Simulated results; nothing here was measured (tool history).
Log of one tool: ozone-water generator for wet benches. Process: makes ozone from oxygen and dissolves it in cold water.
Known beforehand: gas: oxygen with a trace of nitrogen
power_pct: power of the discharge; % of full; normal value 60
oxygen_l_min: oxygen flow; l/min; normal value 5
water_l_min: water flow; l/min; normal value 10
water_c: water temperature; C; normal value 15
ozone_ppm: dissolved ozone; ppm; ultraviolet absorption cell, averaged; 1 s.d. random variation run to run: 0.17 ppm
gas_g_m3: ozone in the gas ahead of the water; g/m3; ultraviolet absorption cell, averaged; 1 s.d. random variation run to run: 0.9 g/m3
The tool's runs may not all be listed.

run,hour,power_pct,oxygen_l_min,water_l_min,water_c,ozone_ppm,gas_g_m3
1,0,60,5,10,15,22.4,146.7
2,53.8,60,5,10,15,22.8,145
3,83.5,43,5,10,15,18.4,116.6
4,120,43,5,10,15,18.5,118.9
5,172.4,87,5,10,15,28.2,181.4
6,217.2,60,8.81,10,15,21,111.4
7,244.1,60,5,10,15,22.4,143.2
8,280.1,60,5,10,15,22.4,145.5
9,303.7,48,5,8,15,22.8,126.9
# hour 311.7: contactor cleaned
10,354,73,5,10,15,25.1,163.4
11,387.2,89,6.36,10,15,27.7,165
12,424.5,58,3.14,6,16,30.7,176.5

Run 13 is up next; what results do you expect?
13,475.9,58,3.14,11,16,?,?

ozone_ppm: 19.8 ppm
gas_g_m3: 175.7 g/m3
Were there no unlogged condition in the tool, this run, its random variation unchanged, would have produced ozone_ppm 21.2 ppm, gas_g_m3 181.9 g/m3.

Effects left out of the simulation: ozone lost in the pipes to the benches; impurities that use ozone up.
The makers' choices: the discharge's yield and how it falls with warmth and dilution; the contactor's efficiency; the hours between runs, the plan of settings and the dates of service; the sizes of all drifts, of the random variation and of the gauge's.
